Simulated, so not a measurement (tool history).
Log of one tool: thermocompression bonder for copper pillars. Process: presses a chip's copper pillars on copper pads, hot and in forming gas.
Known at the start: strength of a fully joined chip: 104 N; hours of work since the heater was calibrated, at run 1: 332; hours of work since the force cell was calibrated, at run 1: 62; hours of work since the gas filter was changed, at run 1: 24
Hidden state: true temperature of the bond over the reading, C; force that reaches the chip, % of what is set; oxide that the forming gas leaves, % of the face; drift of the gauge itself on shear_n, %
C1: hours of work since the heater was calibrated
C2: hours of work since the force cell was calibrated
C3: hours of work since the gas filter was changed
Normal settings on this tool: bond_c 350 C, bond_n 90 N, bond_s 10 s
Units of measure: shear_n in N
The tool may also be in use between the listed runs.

run 1 day=0.000 | bond_c=350 bond_n=90 bond_s=10 | C1=332 C2=62 C3=24 | shear_n=50.2
run 2 day=0.554 | bond_c=350 bond_n=90 bond_s=10 | C1=339 C2=69 C3=31 | shear_n=51.7
run 3 day=1.208 | bond_c=350 bond_n=90 bond_s=10 | C1=347 C2=77 C3=39 | shear_n=50.7
run 4 day=1.821 | bond_c=350 bond_n=92 bond_s=10 | C1=354 C2=84 C3=46 | shear_n=50.0
run 5 day=2.525 | bond_c=350 bond_n=90 bond_s=10 | C1=363 C2=93 C3=55 | shear_n=50.3
run 6 day=3.104 | bond_c=350 bond_n=90 bond_s=10 | C1=370 C2=100 C3=62 | shear_n=50.4

Predict the results of run 7:
run 7 day=3.525 | bond_c=350 bond_n=90 bond_s=5 | C1=375 C2=105 C3=67 | shear_n=?

{"run 7": {"shear_n": 37.7}}
Were there no unlogged condition in the tool, this run, its random variation unchanged, would have produced shear_n 39.7 N.

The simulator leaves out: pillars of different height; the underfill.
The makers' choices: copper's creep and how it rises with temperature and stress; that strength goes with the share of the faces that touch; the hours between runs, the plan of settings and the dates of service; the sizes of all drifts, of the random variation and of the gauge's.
